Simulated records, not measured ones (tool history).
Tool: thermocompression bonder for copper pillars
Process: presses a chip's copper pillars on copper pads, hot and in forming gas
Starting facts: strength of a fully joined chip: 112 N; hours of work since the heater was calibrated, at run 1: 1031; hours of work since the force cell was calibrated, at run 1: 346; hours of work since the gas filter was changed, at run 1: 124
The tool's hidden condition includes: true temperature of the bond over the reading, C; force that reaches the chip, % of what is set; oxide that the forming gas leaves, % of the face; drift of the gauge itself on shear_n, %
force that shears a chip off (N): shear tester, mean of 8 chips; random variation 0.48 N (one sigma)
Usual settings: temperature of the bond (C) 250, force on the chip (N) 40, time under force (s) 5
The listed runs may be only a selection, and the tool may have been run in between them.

| run | day | temperature of the bond (C) | force on the chip (N) | time under force (s) | hours of work since the heater was calibrated | hours of work since the force cell was calibrated | hours of work since the gas filter was changed | force that shears a chip off (N) |
|---|---|---|---|---|---|---|---|---|
| 1 | 0.000 | 250 | 40 | 5 | 1031 | 346 | 124 | 73.1 |
| 2 | 0.479 | 250 | 40 | 5 | 1039 | 354 | 132 | 72.8 |
| 3 | 0.967 | 250 | 40 | 5 | 1047 | 362 | 141 | 73.8 |
| 4 | 1.529 | 250 | 40 | 5 | 1056 | 371 | 150 | 73.8 |
| 5 | 1.983 | 268 | 40 | 5 | 1064 | 379 | 158 | 85.0 |
| 6 | 2.575 | 268 | 40 | 5 | 1074 | 389 | 167 | 86.6 |
|  | 3.196 | heater calibrated with a thermocouple chip |
| 7 | 3.654 | 268 | 40 | 5 | 8 | 405 | 184 | 78.6 |
| 8 | 4.596 | 268 | 40 | 5 | 23 | 421 | 200 | 78.4 |
| 9 | 5.612 | 250 | 40 | 5 | 40 | 438 | 217 | 64.0 |
| 10 | 6.162 | 258 | 50 | 4 | 49 | 447 | 226 | 79.1 |
| 11 | 6.721 | 258 | 50 | 4 | 59 | 457 | 235 | 78.5 |
| 12 | 7.221 | 265 | 32 | 4 | 67 | 465 | 244 | 59.3 |
| 13 | 7.783 | 265 | 36 | 3 | 77 | 474 | 253 | 59.9 |
| 14 | 8.767 | 265 | 29 | 4 | 93 | 491 | 269 | 53.1 |
| 15 | 9.304 | 265 | 29 | 4 | 102 | 500 | 278 | 54.1 |
| 16 | 10.296 | 250 | 53 | 5 | 118 | 516 | 295 | 78.7 |
| 17 | 11.196 | 250 | 24 | 5 | 133 | 531 | 310 | 38.0 |
| 18 | 11.912 | 250 | 24 | 5 | 145 | 543 | 322 | 38.3 |

Alternative continuations, all from the tool just after run 18; predict every row:
| A | 12.612 | 233 | 27 | 6 | 157 | 555 | 334 | ? |
| B | 12.612 | 254 | 35 | 3 | 157 | 555 | 334 | ? |
| C | 12.612 | 250 | 45 | 5 | 157 | 555 | 334 | ? |

| run | force that shears a chip off (N) |
|---|---|
| A | 34.4 |
| B | 49.2 |
| C | 68.9 |
Had the tool no hidden state, the same runs would have come out as:
| run | force that shears a chip off (N) |
|---|---|
| A | 38.2 |
| B | 54.5 |
| C | 75.7 |
